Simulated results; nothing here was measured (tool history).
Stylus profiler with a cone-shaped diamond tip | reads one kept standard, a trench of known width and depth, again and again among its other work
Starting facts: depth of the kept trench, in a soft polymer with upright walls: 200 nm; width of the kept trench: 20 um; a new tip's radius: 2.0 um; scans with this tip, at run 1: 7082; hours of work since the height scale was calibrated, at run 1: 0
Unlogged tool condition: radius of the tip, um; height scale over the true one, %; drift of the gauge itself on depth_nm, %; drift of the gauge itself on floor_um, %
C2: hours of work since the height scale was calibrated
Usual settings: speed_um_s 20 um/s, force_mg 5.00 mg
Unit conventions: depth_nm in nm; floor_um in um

Run 1, hour 0.0: usual settings; scans with this tip 7082; C2 0. Result: depth_nm 204.42 nm, floor_um 17.64 um.
Run 2, hour 68.8: usual settings but force_mg 2.15 mg; scans with this tip 7488; C2 54. Result: depth_nm 202.51 nm, floor_um 17.58 um.
Run 3, hour 116.3: usual settings but force_mg 2.15 mg; scans with this tip 7768; C2 90. Result: depth_nm 202.43 nm, floor_um 17.47 um.
Run 4, hour 179.3: usual settings; scans with this tip 8140; C2 139. Result: depth_nm 204.37 nm, floor_um 17.55 um.
Run 5, hour 234.6: usual settings; scans with this tip 8467; C2 182. Result: depth_nm 204.31 nm, floor_um 17.57 um.
At hour 259.2: new tip fitted, height scale calibrated.
Run 6, hour 279.4: usual settings but speed_um_s 55 um/s; scans with this tip 119; C2 16. Result: depth_nm 204.43 nm, floor_um 18.18 um.
Run 7, hour 347.2: usual settings but speed_um_s 76 um/s; scans with this tip 519; C2 68. Result: depth_nm 204.41 nm, floor_um 18.01 um.
Run 8, hour 380.1: usual settings; scans with this tip 714; C2 94. Result: depth_nm 204.34 nm, floor_um 18.17 um.
Run 9, hour 448.6: usual settings; scans with this tip 1118; C2 147. Result: depth_nm 204.33 nm, floor_um 18.12 um.
Run 10, hour 508.6: usual settings; scans with this tip 1472; C2 194. Result: depth_nm 204.31 nm, floor_um 18.10 um.
Run 11, hour 556.5: usual settings; scans with this tip 1755; C2 231. Result: depth_nm 204.30 nm, floor_um 18.06 um.
Run 12, hour 613.1: usual settings but force_mg 9.39 mg; scans with this tip 2089; C2 275. Result: depth_nm 206.58 nm, floor_um 18.03 um.
Run 13, hour 658.4: usual settings but force_mg 9.39 mg; scans with this tip 2357; C2 310. Result: depth_nm 206.47 nm, floor_um 18.03 um.
Run 14, hour 714.3: usual settings but force_mg 11.91 mg; scans with this tip 2687; C2 354. Result: depth_nm 207.68 nm, floor_um 17.99 um.
Run 15, hour 769.8: usual settings but speed_um_s 10 um/s, force_mg 5.81 mg; scans with this tip 3014; C2 397. Result: depth_nm 204.60 nm, floor_um 17.99 um.
Run 16, hour 822.3: usual settings but speed_um_s 10 um/s, force_mg 12.57 mg; scans with this tip 3324; C2 438. Result: depth_nm 207.91 nm, floor_um 17.97 um.
Run 17, hour 900.1: usual settings but speed_um_s 66 um/s, force_mg 5.85 mg; scans with this tip 3783; C2 498. Result: depth_nm 204.60 nm, floor_um 17.72 um.
Run 18, hour 950.1: usual settings but speed_um_s 26 um/s, force_mg 1.79 mg; scans with this tip 4078; C2 537. Result: depth_nm 201.91 nm, floor_um 17.86 um.
Run 19, hour 995.3: usual settings but speed_um_s 15 um/s, force_mg 2.74 mg; scans with this tip 4345; C2 572. Result: depth_nm 202.67 nm, floor_um 17.79 um.
Run 20, hour 1075.3: usual settings but speed_um_s 23 um/s, force_mg 2.35 mg; scans with this tip 4817; C2 634. Result: depth_nm 202.35 nm, floor_um 17.75 um.
Run 21, hour 1118.5: usual settings but force_mg 1.68 mg; scans with this tip 5072; C2 668. Result: depth_nm 201.81 nm, floor_um 17.82 um.
Run 22, hour 1172.1: usual settings but force_mg 5.27 mg; scans with this tip 5388; C2 709. Result: depth_nm 204.21 nm, floor_um 17.77 um.
Run 23, hour 1239.9: usual settings but speed_um_s 26 um/s, force_mg 6.60 mg; scans with this tip 5789; C2 762. Result: depth_nm 204.81 nm, floor_um 17.74 um.
Run 24, hour 1279.3: usual settings but speed_um_s 26 um/s, force_mg 6.60 mg; scans with this tip 6022; C2 793. Result: depth_nm 204.89 nm, floor_um 17.71 um.
Run 25, hour 1335.2: usual settings but speed_um_s 23 um/s, force_mg 2.49 mg; scans with this tip 6351; C2 836. Result: depth_nm 202.38 nm, floor_um 17.65 um.
Run 26, hour 1381.9: usual settings but speed_um_s 23 um/s, force_mg 2.49 mg; scans with this tip 6627; C2 873. Result: depth_nm 202.25 nm, floor_um 17.65 um.
At hour 1401.6: height scale calibrated on a step standard.
Run 27, hour 1454.6: usual settings but speed_um_s 23 um/s, force_mg 2.49 mg; scans with this tip 7053; C2 41. Result: depth_nm 202.87 nm, floor_um 17.64 um.
Run 28, hour 1489.5: usual settings but speed_um_s 25 um/s, force_mg 14.42 mg; scans with this tip 7259; C2 68. Result: depth_nm 209.10 nm, floor_um 17.64 um.

Subtracting, for every run, the result it would have given without the tool's unlogged condition from the measured result gives the following. The same run-to-run variation enters both numbers; the gauge's scatter may not:
run  depth_nm  floor_um
  1     +0.00     -0.57
  2     -0.03     -0.60
  3     -0.05     -0.62
  4     -0.08     -0.65
  5     -0.10     -0.67
  6     -0.02     +0.00
  7     -0.05     -0.04
  8     -0.05     -0.06
  9     -0.09     -0.09
 10     -0.11     -0.12
 11     -0.13     -0.14
 12     -0.15     -0.17
 13     -0.17     -0.20
 14     -0.19     -0.22
 15     -0.22     -0.25
 16     -0.25     -0.28
 17     -0.28     -0.31
 18     -0.30     -0.34
 19     -0.31     -0.35
 20     -0.34     -0.39
 21     -0.36     -0.41
 22     -0.38     -0.43
 23     -0.41     -0.46
 24     -0.43     -0.48
 25     -0.45     -0.50
 26     -0.46     -0.52
 27     +0.06     -0.55
 28     +0.05     -0.57
